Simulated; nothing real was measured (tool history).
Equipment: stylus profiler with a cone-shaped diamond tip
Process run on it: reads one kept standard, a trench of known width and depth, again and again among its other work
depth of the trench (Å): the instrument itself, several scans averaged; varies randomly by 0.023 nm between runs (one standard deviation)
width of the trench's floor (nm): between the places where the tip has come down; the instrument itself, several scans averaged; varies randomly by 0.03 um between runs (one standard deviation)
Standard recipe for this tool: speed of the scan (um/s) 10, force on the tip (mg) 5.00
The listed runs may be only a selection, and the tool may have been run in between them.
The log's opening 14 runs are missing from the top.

run      day  speed of the scan (um/s)  force on the tip (mg)  scans with this tip  hours of work since the height scale was calibrated  depth of the trench (Å)  width of the trench's floor (nm)
 15   50.512                         8                   5.00                 4266                                                  949                   1021.3                             28590
 16   52.662                        10                   5.00                 4388                                                  976                   1021.4                             28490
 17   57.283                        10                   5.00                 4652                                                 1035                   1020.9                             28570
 18   60.808                        24                   5.00                 4854                                                 1079                   1021.2                             28490
 19   65.000                        24                   5.00                 5093                                                 1133                   1020.8                             28540
 20   67.550                         2                   5.00                 5239                                                 1165                   1020.6                             28570
 21   70.371                         2                   5.00                 5400                                                 1201                   1020.7                             28580
 22   75.317                        12                   5.31                 5682                                                 1264                   1021.6                             28540
      75.708  -- height scale calibrated on a step standard
 23   80.071                         7                   2.49                 5952                                                   55                   1009.8                             28480
 24   82.592                         7                   2.49                 6096                                                   87                   1009.9                             28560
 25   85.804                         7                   2.49                 6280                                                  128                   1009.8                             28490
 26   88.675                        19                   7.29                 6444                                                  165                   1024.8                             28540
 27   91.467                        19                   7.29                 6603                                                  200                   1024.8                             28480
 28   95.117                         5                   2.50                 6812                                                  246                   1009.5                             28580
      98.162  -- height scale calibrated on a step standard, once more
 29   99.392                        27                   5.00                 7055                                                   16                   1023.3                             28460
 30  104.354                         4                   1.92                 7338                                                   79                   1012.1                             28510
 31  107.942                        27                   2.28                 7543                                                  124                   1013.4                             28360
 32  110.367                        27                   2.28                 7681                                                  155                   1013.0                             28400
 33  114.117                        27                   2.80                 7896                                                  203                   1015.4                             28360

5 options for the next run, each taken on its own from the tool as it stands now. Forecast them:
  A  118.612                        34                   2.22                 8152                                                  260                        ?                                 ?
  B  118.612                        25                   9.44                 8152                                                  260                        ?                                 ?
  C  118.612                         2                   9.78                 8152                                                  260                        ?                                 ?
  D  118.612                         6                   3.01                 8152                                                  260                        ?                                 ?
  E  118.612                         4                   2.31                 8152                                                  260                        ?                                 ?

run  depth of the trench (Å)  width of the trench's floor (nm)
  A                   1012.9                             28310
  B                   1035.4                             28430
  C                   1036.0                             28500
  D                   1015.9                             28470
  E                   1013.4                             28430
With no hidden state in the tool, these same runs would have given:
run  depth of the trench (Å)  width of the trench's floor (nm)
  A                   1013.7                             28560
  B                   1036.2                             28680
  C                   1036.8                             28750
  D                   1016.7                             28720
  E                   1014.2                             28680

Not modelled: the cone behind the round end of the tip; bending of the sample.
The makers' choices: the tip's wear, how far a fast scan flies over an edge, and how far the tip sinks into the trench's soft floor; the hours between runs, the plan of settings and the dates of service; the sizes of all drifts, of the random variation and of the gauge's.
